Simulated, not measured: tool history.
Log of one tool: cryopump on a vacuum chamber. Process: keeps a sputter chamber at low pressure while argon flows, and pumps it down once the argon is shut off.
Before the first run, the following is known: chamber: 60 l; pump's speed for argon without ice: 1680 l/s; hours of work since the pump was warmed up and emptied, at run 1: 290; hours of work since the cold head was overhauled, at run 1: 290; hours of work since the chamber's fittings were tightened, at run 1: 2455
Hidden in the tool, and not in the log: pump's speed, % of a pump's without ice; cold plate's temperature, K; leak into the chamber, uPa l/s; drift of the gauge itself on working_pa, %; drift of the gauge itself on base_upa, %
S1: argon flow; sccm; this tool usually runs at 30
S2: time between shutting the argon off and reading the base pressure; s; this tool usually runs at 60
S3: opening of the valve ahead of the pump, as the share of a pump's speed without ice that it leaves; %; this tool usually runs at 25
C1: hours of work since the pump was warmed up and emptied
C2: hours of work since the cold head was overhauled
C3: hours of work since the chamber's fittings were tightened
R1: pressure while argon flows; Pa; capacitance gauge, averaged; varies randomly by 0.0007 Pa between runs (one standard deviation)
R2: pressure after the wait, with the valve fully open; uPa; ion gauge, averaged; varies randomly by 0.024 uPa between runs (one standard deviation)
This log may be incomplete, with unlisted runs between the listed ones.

{"run": 1, "day": 0.0, "S1": 30, "S2": 60, "S3": 25, "C1": 290, "C2": 290, "C3": 2455, "R1": 0.1259, "R2": 2.69}
{"run": 2, "day": 0.333, "S1": 30, "S2": 60, "S3": 16, "C1": 296, "C2": 296, "C3": 2461, "R1": 0.1953, "R2": 2.71}
{"run": 3, "day": 0.696, "S1": 30, "S2": 60, "S3": 16, "C1": 302, "C2": 302, "C3": 2467, "R1": 0.1956, "R2": 2.73}
{"run": 4, "day": 1.283, "S1": 30, "S2": 60, "S3": 16, "C1": 312, "C2": 312, "C3": 2477, "R1": 0.1948, "R2": 2.8}
{"run": 5, "day": 1.867, "S1": 30, "S2": 60, "S3": 16, "C1": 322, "C2": 322, "C3": 2487, "R1": 0.1954, "R2": 2.82}
{"run": 6, "day": 2.371, "S1": 30, "S2": 60, "S3": 16, "C1": 331, "C2": 331, "C3": 2496, "R1": 0.1961, "R2": 2.78}
{"run": 7, "day": 2.679, "S1": 30, "S2": 60, "S3": 16, "C1": 336, "C2": 336, "C3": 2501, "R1": 0.1972, "R2": 2.82}
{"run": 8, "day": 2.979, "S1": 30, "S2": 60, "S3": 16, "C1": 341, "C2": 341, "C3": 2506, "R1": 0.1967, "R2": 2.9}
{"run": 9, "day": 3.35, "S1": 30, "S2": 47, "S3": 25, "C1": 347, "C2": 347, "C3": 2513, "R1": 0.1282, "R2": 3.11}
{"run": 10, "day": 3.979, "S1": 13, "S2": 47, "S3": 25, "C1": 358, "C2": 358, "C3": 2523, "R1": 0.0566, "R2": 3.09}
{"run": 11, "day": 4.338, "S1": 21, "S2": 267, "S3": 39, "C1": 364, "C2": 364, "C3": 2530, "R1": 0.0605, "R2": 2.41}
{"run": 12, "day": 4.904, "S1": 21, "S2": 267, "S3": 39, "C1": 374, "C2": 374, "C3": 2539, "R1": 0.0598, "R2": 2.34}
{"run": 13, "day": 5.571, "S1": 21, "S2": 267, "S3": 39, "C1": 385, "C2": 385, "C3": 2551, "R1": 0.0606, "R2": 2.42}
{"run": 14, "day": 5.983, "S1": 12, "S2": 22, "S3": 38, "C1": 392, "C2": 392, "C3": 2558, "R1": 0.0352, "R2": 4.24}
{"run": 15, "day": 6.6, "S1": 12, "S2": 22, "S3": 38, "C1": 403, "C2": 403, "C3": 2568, "R1": 0.0355, "R2": 4.17}

Run 16 has not been measured yet. What should we expect?
{"run": 16, "day": 7.008, "S1": 12, "S2": 22, "S3": 38, "C1": 410, "C2": 410, "C3": 2575, "R1": "?", "R2": "?"}

R1: 0.036 Pa
R2: 4.31 uPa
Minus the tool's unlogged condition, the same run would have read R1 0.0321 Pa, R2 2.09 uPa.

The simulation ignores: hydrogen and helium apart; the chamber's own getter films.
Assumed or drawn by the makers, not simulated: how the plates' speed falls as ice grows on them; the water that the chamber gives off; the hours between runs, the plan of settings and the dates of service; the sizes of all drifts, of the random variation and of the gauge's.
